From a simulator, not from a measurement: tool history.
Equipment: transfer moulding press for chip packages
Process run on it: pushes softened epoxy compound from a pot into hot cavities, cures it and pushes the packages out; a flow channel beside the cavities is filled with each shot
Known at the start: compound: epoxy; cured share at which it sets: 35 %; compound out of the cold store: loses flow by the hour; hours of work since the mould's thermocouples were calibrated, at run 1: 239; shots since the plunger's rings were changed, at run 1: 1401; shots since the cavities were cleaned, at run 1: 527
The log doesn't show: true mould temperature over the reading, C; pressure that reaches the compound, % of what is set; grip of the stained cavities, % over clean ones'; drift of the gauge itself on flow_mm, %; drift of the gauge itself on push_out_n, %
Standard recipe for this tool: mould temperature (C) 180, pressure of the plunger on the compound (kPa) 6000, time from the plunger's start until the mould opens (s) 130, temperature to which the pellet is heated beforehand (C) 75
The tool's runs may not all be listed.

run,hour,mould temperature (C),pressure of the plunger on the compound (kPa),time from the plunger's start until the mould opens (s),temperature to which the pellet is heated beforehand (C),hours of work since the mould's thermocouples were calibrated,shots since the plunger's rings were changed,shots since the cavities were cleaned,incoming compound's hours out of the cold store,length that the compound runs in the flow channel (mm),greatest force on the pins that push the packages out (N)
1,0,180,6000,130,75,239,1401,527,17.6,990,877
# hour 18: cavities cleaned with cleaning compound and waxed
2,34.8,180,6000,130,75,265,1803,202,13.3,1012,688
# hour 78.2: cavities cleaned with cleaning compound and waxed
3,108.4,180,6000,130,75,322,2674,364,35.8,891,777
# hour 142.4: cavities cleaned with cleaning compound and waxed
4,142.4,180,6000,130,75,348,3067,0,9.1,1024,517
# hour 204: cavities cleaned with cleaning compound and waxed
5,204,180,6000,130,75,395,3792,0,47.7,814,492
# hour 267.9: cavities cleaned with cleaning compound and waxed
6,280.1,180,6000,130,75,454,4693,147,41.8,836,596
# hour 329: cavities cleaned with cleaning compound and waxed
7,336.5,180,6000,130,75,497,5357,91,31.8,874,565
# hour 385.4: mould's thermocouples calibrated
# hour 393.3: cavities cleaned with cleaning compound and waxed
# hour 417.6: plunger's sealing rings changed
8,417.6,174,6000,130,75,22,0,263,45.9,888,809
# hour 456.8: cavities cleaned with cleaning compound and waxed
9,460,174,6000,130,75,54,495,39,8.8,1073,691
# hour 518.7: cavities cleaned with cleaning compound and waxed
10,534.4,180,6000,130,75,112,1375,190,11.9,1024,652
# hour 583.6: cavities cleaned with cleaning compound and waxed
11,597.4,180,6000,130,75,160,2118,168,31.6,914,612
12,639.4,180,6000,130,82,193,2624,674,20.5,955,833
# hour 647.7: cavities cleaned with cleaning compound and waxed
# hour 707.1: cavities cleaned with cleaning compound and waxed
13,715.1,180,6000,130,82,250,3503,97,36.7,863,545
# hour 768.4: cavities cleaned with cleaning compound and waxed
14,768.4,180,6000,130,82,291,4128,0,33.8,875,479
15,825.9,180,6000,130,82,336,4822,694,10.2,986,794
# hour 832.4: cavities cleaned with cleaning compound and waxed
# hour 839.2: mould's thermocouples calibrated, once more
16,878.2,180,6000,130,79,31,5412,529,21.3,927,851
# hour 898.2: cavities cleaned with cleaning compound and waxed
# hour 951.1: plunger's sealing rings changed
17,951.6,180,6000,127,67,85,6,615,38.7,910,841
# hour 962: cavities cleaned with cleaning compound and waxed
# hour 1022.6: cavities cleaned with cleaning compound and waxed
18,1026.6,180,6000,144,82,142,876,48,14.3,1018,528
# hour 1083.4: cavities cleaned with cleaning compound and waxed
19,1094.8,180,6000,144,82,194,1681,137,35.9,900,571
# hour 1149.2: cavities cleaned with cleaning compound and waxed
20,1162.4,181,7230,113,75,246,2479,159,31.2,993,684
21,1206.2,181,7230,113,75,281,3008,688,13.6,1092,988
# hour 1212.3: cavities cleaned with cleaning compound and waxed
22,1243.1,178,7230,123,79,308,3436,373,10.7,1101,898
# hour 1277.3: cavities cleaned with cleaning compound and waxed
23,1281,174,6880,130,75,337,3875,44,47.1,892,637
24,1320.8,187,5390,130,82,368,4355,524,38.7,788,765
# hour 1337.8: cavities cleaned with cleaning compound and waxed
25,1392.8,180,6000,130,68,424,5208,665,18.5,937,845
# hour 1400.1: cavities cleaned with cleaning compound and waxed
# hour 1460.2: cavities cleaned with cleaning compound and waxed
26,1462.1,180,4680,130,75,476,6007,22,9.8,857,549

The same runs without the tool's hidden state, with the same run-to-run variation:
run,length that the compound runs in the flow channel (mm),greatest force on the pins that push the packages out (N)
1,1013,520
2,1040,503
3,927,499
4,1072,525
5,862,495
6,899,487
7,949,490
8,896,616
9,1092,714
10,1054,495
11,949,486
12,1000,497
13,915,477
14,935,501
15,1065,482
16,1001,505
17,915,493
18,1035,483
19,927,455
20,1033,538
21,1146,582
22,1164,600
23,950,601
24,845,454
25,1019,501
26,944,532
